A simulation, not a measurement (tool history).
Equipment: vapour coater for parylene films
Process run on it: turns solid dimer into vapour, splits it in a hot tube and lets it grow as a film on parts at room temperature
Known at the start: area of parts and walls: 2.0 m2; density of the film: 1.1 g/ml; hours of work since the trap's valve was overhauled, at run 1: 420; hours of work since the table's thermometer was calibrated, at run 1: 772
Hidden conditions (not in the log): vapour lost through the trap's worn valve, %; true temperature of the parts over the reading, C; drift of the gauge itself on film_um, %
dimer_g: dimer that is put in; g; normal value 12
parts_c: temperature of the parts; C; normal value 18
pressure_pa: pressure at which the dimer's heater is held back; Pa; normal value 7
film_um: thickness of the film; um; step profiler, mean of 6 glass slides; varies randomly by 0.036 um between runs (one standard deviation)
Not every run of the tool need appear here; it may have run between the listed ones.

| run | hour | dimer_g | parts_c | pressure_pa | hours of work since the trap's valve was overhauled | hours of work since the table's thermometer was calibrated | film_um |
|---|---|---|---|---|---|---|---|
| 1 | 0 | 12 | 18 | 7 | 420 | 772 | 3.46 |
| 2 | 20 | 12 | 18 | 7 | 431 | 783 | 3.46 |
| 3 | 58.6 | 12 | 18 | 7 | 451 | 803 | 3.44 |
| 4 | 90.9 | 12 | 18 | 7 | 468 | 820 | 3.46 |
| 5 | 124 | 15 | 18 | 7 | 486 | 838 | 4.29 |
| 6 | 162.2 | 12 | 18 | 3.19 | 506 | 858 | 3.71 |
|  | 169 | trap's valve overhauled |
| 7 | 205.4 | 12 | 29 | 7 | 19 | 879 | 2.64 |
| 8 | 227.8 | 11 | 29 | 7 | 31 | 891 | 2.43 |
| 9 | 255 | 7 | 18 | 4.32 | 46 | 905 | 2.32 |
| 10 | 302.1 | 12 | 12 | 11.49 | 71 | 930 | 4.38 |
| 11 | 324.8 | 8 | 19 | 2.78 | 83 | 942 | 2.68 |

Branching from run 11: 3 alternative next runs. What would each branch give?
| A | 359.9 | 21 | 11 | 7.99 | 101 | 961 | ? |
| B | 359.9 | 8 | 13 | 4.42 | 101 | 961 | ? |
| C | 359.9 | 12 | 26 | 2.66 | 101 | 961 | ? |

| run | film_um |
|---|---|
| A | 8.32 |
| B | 3.08 |
| C | 3.22 |
Take away the tool's hidden state, keep each run's random variation, and the runs would have read:
| run | film_um |
|---|---|
| A | 8.38 |
| B | 3.1 |
| C | 3.24 |

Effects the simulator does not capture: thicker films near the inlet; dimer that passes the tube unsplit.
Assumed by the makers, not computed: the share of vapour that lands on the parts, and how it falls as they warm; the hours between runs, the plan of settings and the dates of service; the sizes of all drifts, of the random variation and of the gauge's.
